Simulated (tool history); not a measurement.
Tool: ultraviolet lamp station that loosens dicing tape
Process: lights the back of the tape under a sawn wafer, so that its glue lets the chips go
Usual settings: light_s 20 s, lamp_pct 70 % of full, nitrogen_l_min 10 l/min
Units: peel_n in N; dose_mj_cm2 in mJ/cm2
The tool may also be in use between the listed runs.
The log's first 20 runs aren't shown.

Run 21, day 5.733: usual settings but lamp_pct 76 % of full. Result: peel_n 0.468 N, dose_mj_cm2 379 mJ/cm2.
Run 22, day 6.1: usual settings but light_s 28 s, lamp_pct 98 % of full, nitrogen_l_min 6 l/min. Result: peel_n 0.289 N, dose_mj_cm2 673 mJ/cm2.
Run 23, day 6.279: usual settings but light_s 15 s, nitrogen_l_min 5 l/min. Result: peel_n 1.144 N, dose_mj_cm2 261 mJ/cm2.
Run 24, day 6.475: usual settings but light_s 21 s, nitrogen_l_min 5 l/min. Result: peel_n 0.756 N, dose_mj_cm2 359 mJ/cm2.
Run 25, day 6.729: usual settings but light_s 21 s, nitrogen_l_min 8 l/min. Result: peel_n 0.595 N, dose_mj_cm2 360 mJ/cm2.
Run 26, day 7.046: usual settings but light_s 13 s, nitrogen_l_min 8 l/min. Result: peel_n 1.105 N, dose_mj_cm2 222 mJ/cm2.
Run 27, day 7.3: usual settings but light_s 13 s, nitrogen_l_min 8 l/min. Result: peel_n 1.102 N, dose_mj_cm2 225 mJ/cm2.
Run 28, day 7.633: usual settings but light_s 21 s, lamp_pct 61 % of full. Result: peel_n 0.644 N, dose_mj_cm2 312 mJ/cm2.
Run 29, day 8.029: usual settings but lamp_pct 86 % of full, nitrogen_l_min 13 l/min. Result: peel_n 0.376 N, dose_mj_cm2 415 mJ/cm2.
Run 30, day 8.204: usual settings but lamp_pct 86 % of full, nitrogen_l_min 13 l/min. Result: peel_n 0.369 N, dose_mj_cm2 417 mJ/cm2.
Run 31, day 8.475: usual settings but light_s 18 s, lamp_pct 85 % of full, nitrogen_l_min 16 l/min. Result: peel_n 0.398 N, dose_mj_cm2 372 mJ/cm2.
Run 32, day 8.779: usual settings but light_s 18 s, lamp_pct 85 % of full, nitrogen_l_min 16 l/min. Result: peel_n 0.412 N, dose_mj_cm2 361 mJ/cm2.
Run 33, day 9.004: usual settings but light_s 18 s, lamp_pct 85 % of full, nitrogen_l_min 16 l/min. Result: peel_n 0.413 N, dose_mj_cm2 359 mJ/cm2.
Run 34, day 9.208: usual settings but nitrogen_l_min 11 l/min. Result: peel_n 0.558 N, dose_mj_cm2 334 mJ/cm2.
Run 35, day 9.446: usual settings but light_s 37 s, lamp_pct 93 % of full, nitrogen_l_min 11 l/min. Result: peel_n 0.248 N, dose_mj_cm2 820 mJ/cm2.
Run 36, day 9.621: usual settings but light_s 37 s, lamp_pct 93 % of full, nitrogen_l_min 11 l/min. Result: peel_n 0.243 N, dose_mj_cm2 816 mJ/cm2.
Run 37, day 9.983: usual settings but light_s 22 s, lamp_pct 64 % of full, nitrogen_l_min 11 l/min. Result: peel_n 0.554 N, dose_mj_cm2 338 mJ/cm2.
Run 38, day 10.258: usual settings but light_s 22 s, lamp_pct 67 % of full, nitrogen_l_min 11 l/min. Result: peel_n 0.505 N, dose_mj_cm2 346 mJ/cm2.
Run 39, day 10.421: usual settings but light_s 31 s, lamp_pct 98 % of full, nitrogen_l_min 5 l/min. Result: peel_n 0.298 N, dose_mj_cm2 718 mJ/cm2.
Run 40, day 10.592: usual settings but light_s 31 s, lamp_pct 98 % of full, nitrogen_l_min 5 l/min. Result: peel_n 0.3 N, dose_mj_cm2 714 mJ/cm2.
Run 41, day 10.967: usual settings but light_s 22 s, lamp_pct 82 % of full, nitrogen_l_min 8 l/min. Result: peel_n 0.475 N, dose_mj_cm2 427 mJ/cm2.
Run 42, day 11.292: usual settings but light_s 22 s, lamp_pct 82 % of full, nitrogen_l_min 8 l/min. Result: peel_n 0.462 N, dose_mj_cm2 423 mJ/cm2.

3 ways to go on from here, each from the tool as it stands after run 42. What would each give?
Run A, day 11.575: usual settings but light_s 35 s. Result: peel_n ?, dose_mj_cm2 ?.
Run B, day 11.575: usual settings but lamp_pct 81 % of full. Result: peel_n ?, dose_mj_cm2 ?.
Run C, day 11.575: usual settings but light_s 17 s, lamp_pct 65 % of full, nitrogen_l_min 3 l/min. Result: peel_n ?, dose_mj_cm2 ?.

run  peel_n  dose_mj_cm2
  A   0.297          572
  B   0.494          376
  C   1.456          257
Without the tool's hidden state the same runs would have given:
run  peel_n  dose_mj_cm2
  A   0.269          659
  B   0.406          434
  C   1.249          297

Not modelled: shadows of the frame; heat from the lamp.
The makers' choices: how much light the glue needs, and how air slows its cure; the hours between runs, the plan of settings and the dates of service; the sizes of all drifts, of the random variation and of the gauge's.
